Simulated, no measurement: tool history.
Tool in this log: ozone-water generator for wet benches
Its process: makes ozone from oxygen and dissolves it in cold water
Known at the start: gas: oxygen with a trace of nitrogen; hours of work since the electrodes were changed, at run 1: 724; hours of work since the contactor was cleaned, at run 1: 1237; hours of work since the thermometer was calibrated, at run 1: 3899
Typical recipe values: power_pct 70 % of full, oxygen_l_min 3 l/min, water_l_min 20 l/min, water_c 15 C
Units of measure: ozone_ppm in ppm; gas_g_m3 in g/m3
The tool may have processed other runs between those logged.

run,hour,power_pct,oxygen_l_min,water_l_min,water_c,hours of work since the electrodes were changed,hours of work since the contactor was cleaned,hours of work since the thermometer was calibrated,ozone_ppm,gas_g_m3
1,0,70,3,20,15,724,1237,3899,14.3,240.1
2,32.8,70,3,20,15,752,1265,3927,14.2,240.1
3,58.2,57,3,20,15,774,1287,3949,12.5,212.8
4,74.9,57,3,20,15,788,1302,3963,12.5,214
5,95.2,70,3,21,15,805,1319,3981,13.3,236.4
6,128.8,70,3.3,20,15,834,1348,4010,14.6,227.3
7,154.5,70,3,20,15,856,1370,4032,14,240.6
8,179.3,70,3,20,15,878,1391,4053,14.1,240.7
9,209.4,70,3,20,15,904,1417,4079,13.9,240.9
10,240.3,70,3,19,15,930,1444,4106,15.2,241.1
11,268.1,70,3,20,15,954,1468,4129,13.9,237.7
12,290.9,70,3,20,15,974,1488,4149,14.1,238.7
13,317.7,70,3,20,15,997,1511,4172,13.9,237.5
14,344.1,70,3,20,15,1020,1533,4195,14.1,238.1
15,360.5,94,2.53,13,11,1034,1547,4209,27.2,308.2
16,392.1,94,2.53,13,11,1061,1575,4236,27.1,310.4
17,417.3,94,2.53,13,11,1083,1596,4258,27.6,308.1
18,433.6,94,2.32,29,11,1097,1610,4272,9.7,321.1
19,459,63,2.32,29,11,1118,1632,4294,7.8,259.8

Run 20 is up next; what results do you expect?
20,473.1,63,2.32,29,11,1130,1644,4306,?,?

ozone_ppm: 8.1 ppm
gas_g_m3: 258.6 g/m3
With the hidden condition absent and the run-to-run variation left alone, this run would have shown ozone_ppm 8.7 ppm, gas_g_m3 263.2 g/m3.
